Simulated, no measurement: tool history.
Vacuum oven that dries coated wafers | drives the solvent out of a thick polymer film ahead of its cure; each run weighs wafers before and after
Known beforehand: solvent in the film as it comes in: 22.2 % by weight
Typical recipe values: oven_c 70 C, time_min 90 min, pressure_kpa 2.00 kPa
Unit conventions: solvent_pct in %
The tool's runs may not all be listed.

Run 1, hour 0.0: usual settings. Result: solvent_pct 4.38 %.
Run 2, hour 30.0: usual settings but oven_c 76 C. Result: solvent_pct 2.05 %.
Run 3, hour 63.3: usual settings but oven_c 76 C. Result: solvent_pct 2.03 %.
Run 4, hour 96.2: usual settings but oven_c 76 C. Result: solvent_pct 2.00 %.
Run 5, hour 133.1: usual settings but oven_c 76 C. Result: solvent_pct 2.00 %.
Run 6, hour 151.4: usual settings but time_min 83 min. Result: solvent_pct 4.83 %.
Run 7, hour 184.1: usual settings but oven_c 62 C. Result: solvent_pct 8.47 %.
Run 8, hour 210.4: usual settings but oven_c 62 C. Result: solvent_pct 8.54 %.
Run 9, hour 233.1: usual settings but oven_c 62 C. Result: solvent_pct 8.45 %.
Run 10, hour 257.1: usual settings. Result: solvent_pct 4.32 %.
Run 11, hour 278.5: usual settings. Result: solvent_pct 4.44 %.
Run 12, hour 320.9: usual settings. Result: solvent_pct 4.32 %.
Run 13, hour 358.6: usual settings but time_min 148 min. Result: solvent_pct 2.05 %.
Run 14, hour 388.9: usual settings but time_min 148 min. Result: solvent_pct 2.02 %.
Run 15, hour 416.5: usual settings but time_min 148 min. Result: solvent_pct 2.17 %.
At hour 458.4: vacuum gauge cleaned of residue and calibrated.
Run 16, hour 458.4: usual settings but time_min 148 min. Result: solvent_pct 2.04 %.
Run 17, hour 500.6: usual settings but time_min 148 min. Result: solvent_pct 2.05 %.
Run 18, hour 541.8: usual settings. Result: solvent_pct 4.40 %.
Run 19, hour 573.2: usual settings. Result: solvent_pct 4.58 %.
Run 20, hour 617.2: usual settings. Result: solvent_pct 4.59 %.
Run 21, hour 636.6: usual settings but time_min 107 min. Result: solvent_pct 3.59 %.
Run 22, hour 662.5: usual settings but time_min 107 min. Result: solvent_pct 3.44 %.
Run 23, hour 698.4: usual settings but time_min 107 min. Result: solvent_pct 3.47 %.
Run 24, hour 732.6: usual settings but time_min 107 min. Result: solvent_pct 3.54 %.
Run 25, hour 759.4: usual settings but oven_c 56 C, time_min 47 min, pressure_kpa 2.88 kPa. Result: solvent_pct 14.82 %.
Run 26, hour 794.8: usual settings but oven_c 58 C, time_min 56 min, pressure_kpa 1.10 kPa. Result: solvent_pct 12.67 %.
Run 27, hour 816.4: usual settings but oven_c 58 C, time_min 56 min, pressure_kpa 1.10 kPa. Result: solvent_pct 12.96 %.
At hour 821.4: oven's thermocouples calibrated.
Run 28, hour 844.0: usual settings but oven_c 72 C, time_min 49 min, pressure_kpa 2.16 kPa. Result: solvent_pct 8.27 %.
Run 29, hour 870.6: usual settings but oven_c 59 C, time_min 74 min, pressure_kpa 2.67 kPa. Result: solvent_pct 12.29 %.
Run 30, hour 906.3: usual settings but oven_c 59 C, time_min 74 min, pressure_kpa 2.67 kPa. Result: solvent_pct 12.24 %.
Run 31, hour 948.7: usual settings but oven_c 62 C, time_min 58 min, pressure_kpa 2.67 kPa. Result: solvent_pct 12.02 %.
Run 32, hour 968.7: usual settings but oven_c 63 C, time_min 77 min, pressure_kpa 1.22 kPa. Result: solvent_pct 9.68 %.
Run 33, hour 1010.2: usual settings but oven_c 63 C, time_min 77 min, pressure_kpa 1.22 kPa. Result: solvent_pct 9.67 %.
Run 34, hour 1029.8: usual settings but oven_c 60 C, time_min 112 min, pressure_kpa 1.59 kPa. Result: solvent_pct 9.06 %.
At hour 1038.8: oven's thermocouples calibrated, once more.
Run 35, hour 1057.2: usual settings but oven_c 60 C, pressure_kpa 1.59 kPa. Result: solvent_pct 8.47 %.
Run 36, hour 1082.4: usual settings but oven_c 60 C, pressure_kpa 1.59 kPa. Result: solvent_pct 8.42 %.
Run 37, hour 1110.5: usual settings but oven_c 67 C, time_min 113 min, pressure_kpa 7.81 kPa. Result: solvent_pct 5.08 %.
Run 38, hour 1129.9: usual settings but oven_c 67 C, time_min 113 min, pressure_kpa 7.81 kPa. Result: solvent_pct 5.34 %.
Run 39, hour 1149.1: usual settings but oven_c 67 C, time_min 93 min, pressure_kpa 4.79 kPa. Result: solvent_pct 5.55 %.
Run 40, hour 1167.5: usual settings but oven_c 61 C, time_min 57 min, pressure_kpa 1.16 kPa. Result: solvent_pct 10.60 %.
Run 41, hour 1198.7: usual settings but oven_c 75 C, time_min 78 min, pressure_kpa 1.78 kPa. Result: solvent_pct 2.44 %.
Run 42, hour 1234.7: usual settings but oven_c 75 C, time_min 55 min, pressure_kpa 1.78 kPa. Result: solvent_pct 4.22 %.
Run 43, hour 1267.0: usual settings but oven_c 75 C, time_min 55 min, pressure_kpa 1.78 kPa. Result: solvent_pct 4.30 %.
Run 44, hour 1291.3: usual settings but oven_c 59 C, pressure_kpa 1.30 kPa. Result: solvent_pct 9.01 %.
Run 45, hour 1311.9: usual settings but time_min 108 min, pressure_kpa 1.17 kPa. Result: solvent_pct 2.56 %.
Run 46, hour 1344.2: usual settings but oven_c 77 C, time_min 125 min, pressure_kpa 1.42 kPa. Result: solvent_pct 0.66 %.
Run 47, hour 1383.8: usual settings but oven_c 77 C, time_min 125 min, pressure_kpa 1.42 kPa. Result: solvent_pct 0.63 %.
Run 48, hour 1426.2: usual settings but oven_c 83 C, time_min 125 min, pressure_kpa 1.99 kPa. Result: solvent_pct 0.35 %.

A few steps of solvent_pct between consecutive runs. Split each: what settings, incoming material and random variation would produce without the hidden state, and what is left over for the hidden state, along with gauge scatter present in only one of the two compared results (measured, and without hidden state):
The hidden state here: true wafer temperature over the reading, C; true pressure over the reading, kPa; drift of the gauge itself on solvent_pct, %.
Run 17 -> 18: time_min 148 -> 90. solvent_pct +2.35 %: hidden state +0.35, all else +2.00.
Run 24 -> 25: oven_c 70 -> 56, time_min 107 -> 47, pressure_kpa 2.00 -> 2.88. solvent_pct +11.28 %: hidden state -0.08, all else +11.36.
Run 27 -> 28: oven_c 58 -> 72, time_min 56 -> 49, pressure_kpa 1.10 -> 2.16, oven's thermocouples calibrated. solvent_pct -4.69 %: hidden state +0.88, all else -5.57.
Run 34 -> 35: time_min 112 -> 90, oven's thermocouples calibrated, once more. solvent_pct -0.59 %: hidden state -2.01, all else +1.42.
Run 40 -> 41: oven_c 61 -> 75, time_min 57 -> 78, pressure_kpa 1.16 -> 1.78. solvent_pct -8.16 %: hidden state -0.01, all else -8.15.
Run 44 -> 45: oven_c 59 -> 70, time_min 90 -> 108, pressure_kpa 1.30 -> 1.17. solvent_pct -6.45 %: hidden state -0.04, all else -6.41.
